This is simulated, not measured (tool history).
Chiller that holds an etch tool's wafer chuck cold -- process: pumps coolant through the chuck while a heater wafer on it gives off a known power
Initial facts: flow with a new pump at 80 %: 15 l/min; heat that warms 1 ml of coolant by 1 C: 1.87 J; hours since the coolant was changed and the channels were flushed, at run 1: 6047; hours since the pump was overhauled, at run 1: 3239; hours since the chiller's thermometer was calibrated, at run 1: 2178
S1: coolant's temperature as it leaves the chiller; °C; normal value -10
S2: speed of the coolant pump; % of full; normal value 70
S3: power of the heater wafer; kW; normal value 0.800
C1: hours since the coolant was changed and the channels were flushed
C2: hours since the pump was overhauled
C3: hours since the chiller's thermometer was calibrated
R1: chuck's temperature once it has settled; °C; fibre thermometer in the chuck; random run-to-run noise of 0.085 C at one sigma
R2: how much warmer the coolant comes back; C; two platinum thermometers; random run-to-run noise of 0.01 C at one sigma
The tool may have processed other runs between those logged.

run	day	S1	S2	S3	C1	C2	C3	R1	R2
1	0.000	-10	70	0.800	6047	3239	2178	-3.10	2.04
2	4.271	-10	70	0.665	6149	3341	2280	-4.24	1.70
3	9.092	-10	70	0.665	6265	3457	2396	-4.23	1.71
4	11.179	-10	70	0.665	6315	3507	2446	-4.14	1.69
5	15.996	-10	70	0.800	6431	3623	2562	-3.00	2.04
6	20.333	-10	70	0.728	6535	3727	2666	-3.56	1.86
7	24.075	-10	70	0.800	6624	3816	2756	-2.97	2.05
8	28.638	-10	70	0.800	6734	3926	2865	-2.88	2.05
9	32.071	-10	70	0.800	6816	4008	2948	-2.91	2.05
10	35.592	-10	70	0.800	6901	4093	3032	-2.83	2.06
11	37.883	-10	70	0.800	6956	4148	3087	-2.90	2.04
12	40.404	-10	70	0.800	7016	4208	3148	-2.80	2.07
13	42.962	-10	70	0.800	7078	4270	3209	-2.78	2.04
14	47.612	-10	70	0.800	7189	4381	3320	-2.72	2.07
15	50.062	-10	70	0.800	7248	4440	3379	-2.76	2.03
16	52.238	-10	70	0.800	7300	4492	3432	-2.74	2.07
17	55.554	-10	70	0.800	7380	4572	3511	-2.72	2.04
18	59.267	-10	92	0.970	7469	4661	3600	-2.95	1.85
19	61.846	-10	68	0.697	7531	4723	3662	-3.50	1.85
20	66.500	-10	68	0.697	7643	4835	3774	-3.44	1.86
# day 67.729: chiller's thermometer calibrated
# day 69.254: coolant changed, channels flushed
21	71.375	-9	77	1.152	51	4945	81	-0.96	2.69
22	75.792	-8	99	1.149	157	5051	187	-1.49	2.05
23	80.571	0	86	0.621	272	5165	302	3.96	1.29
24	85.258	-10	70	0.464	384	5278	415	-6.49	1.20
25	89.121	-10	70	0.464	477	5370	507	-6.46	1.20
26	93.933	-10	70	0.464	592	5486	623	-6.45	1.22
27	97.521	-10	65	0.800	678	5572	709	-3.27	2.24
28	100.621	-10	65	0.800	753	5646	783	-3.40	2.25
29	105.388	-16	88	1.099	867	5761	898	-8.80	2.23
30	108.192	-2	70	0.800	935	5828	965	4.22	2.10
31	111.592	-10	69	0.405	1016	5910	1047	-6.64	1.08

Take each entry between the runs: how does the hidden state at the last listed run before it differ from the hidden state at the first listed run after it?
From run 20 to run 21: chiller's thermometer calibrated (day 67.729); coolant changed, channels flushed (day 69.254)
  heat passed by the chuck's channels, % of clean ones': 84.3 -> 99.7; flow at a given pump speed, % of a new pump's: 96 -> 95.9; coolant's true temperature over the reading, C: 0.35 -> 0.01
  what was measured, less what the result would be without the hidden state, R1: +1.35 -> +0.30 °C; R2: +0.08 -> +0.11 C

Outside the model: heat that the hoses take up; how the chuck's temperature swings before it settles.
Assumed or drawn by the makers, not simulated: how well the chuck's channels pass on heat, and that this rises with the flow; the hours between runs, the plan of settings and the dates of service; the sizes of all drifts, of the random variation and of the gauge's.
